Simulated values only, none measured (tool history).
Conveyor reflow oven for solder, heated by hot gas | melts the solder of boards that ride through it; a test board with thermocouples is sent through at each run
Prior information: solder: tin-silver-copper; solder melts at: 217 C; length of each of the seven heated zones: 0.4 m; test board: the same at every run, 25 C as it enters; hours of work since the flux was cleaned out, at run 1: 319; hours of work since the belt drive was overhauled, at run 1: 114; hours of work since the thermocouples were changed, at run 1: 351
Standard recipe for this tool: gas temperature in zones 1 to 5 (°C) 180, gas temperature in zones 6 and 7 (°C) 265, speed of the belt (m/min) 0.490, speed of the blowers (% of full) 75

run	hour	gas temperature in zones 1 to 5 (°C)	gas temperature in zones 6 and 7 (°C)	speed of the belt (m/min)	speed of the blowers (% of full)	hours of work since the flux was cleaned out	hours of work since the belt drive was overhauled	hours of work since the thermocouples were changed	highest temperature of the board (°C)	time above the solder's melting point (s)
1	0.0	180	265	0.490	75	319	114	351	253.3	78.2
2	6.0	180	265	0.490	75	322	116	353	253.4	78.5
3	10.8	180	265	0.490	78	324	118	355	253.7	78.8
4	15.3	180	265	0.490	54	326	120	357	248.9	72.4
5	20.8	180	265	0.477	75	328	123	359	254.1	81.2
6	26.3	180	265	0.477	75	331	125	362	254.2	79.9
7	30.8	171	265	0.490	75	333	127	364	252.0	72.7
8	35.3	171	265	0.490	75	334	129	366	252.4	72.5
9	43.8	194	265	0.490	75	338	132	369	255.9	87.3
10	49.7	180	265	0.490	75	341	135	372	253.4	78.1
11	53.7	180	265	0.490	75	342	137	373	253.2	78.7
12	62.5	180	265	0.490	75	346	140	377	253.7	78.9
13	70.6	180	265	0.490	75	349	144	381	253.3	78.6
14	76.6	180	265	0.490	75	352	146	383	253.5	77.8
15	80.9	180	265	0.490	75	354	148	385	253.0	78.5
16	85.2	180	265	0.490	75	356	150	387	253.4	78.0
17	90.3	183	265	0.490	52	358	152	389	248.9	74.3
18	95.4	183	265	0.490	52	360	154	391	248.9	74.2
19	99.5	183	265	0.576	90	362	156	393	251.4	65.8
20	106.3	183	265	0.576	90	365	159	396	251.9	66.1
21	114.1	166	265	0.576	56	368	162	399	240.7	44.3
# hour 118.8: belt drive overhauled, speed set with a stopwatch
22	125.8	166	265	0.576	56	371	3	402	240.6	45.2
23	135.0	166	265	0.576	56	375	7	406	240.0	45.4
# hour 144.3: belt drive overhauled, speed set with a stopwatch, once more
24	148.1	166	265	0.576	56	379	2	410	240.3	44.7
25	155.1	166	265	0.576	56	382	5	413	240.0	45.0
26	162.4	166	265	0.576	56	385	8	416	240.3	44.6
27	170.1	180	274	0.400	63	388	11	419	264.6	105.5
28	174.1	180	262	0.444	75	390	13	421	253.1	86.6
29	182.2	194	262	0.444	75	393	16	425	254.5	96.7
30	189.6	181	267	0.466	52	397	19	428	251.9	78.9
31	197.8	177	267	0.443	77	400	23	431	257.8	88.9

Forecast each of these 4 alternatives for the next run:
A	204.4	180	261	0.445	75	403	26	434	?	?
B	204.4	177	267	0.436	62	403	26	434	?	?
C	204.4	189	265	0.545	75	403	26	434	?	?
D	204.4	166	267	0.445	56	403	26	434	?	?

run	highest temperature of the board (°C)	time above the solder's melting point (s)
A	252.3	85.5
B	254.8	87.9
C	251.5	72.6
D	251.9	76.5
Stripped of hidden state, with their random variation kept, the same runs would have yielded:
run	highest temperature of the board (°C)	time above the solder's melting point (s)
A	252.2	86.0
B	254.8	88.2
C	251.8	73.2
D	252.0	77.1
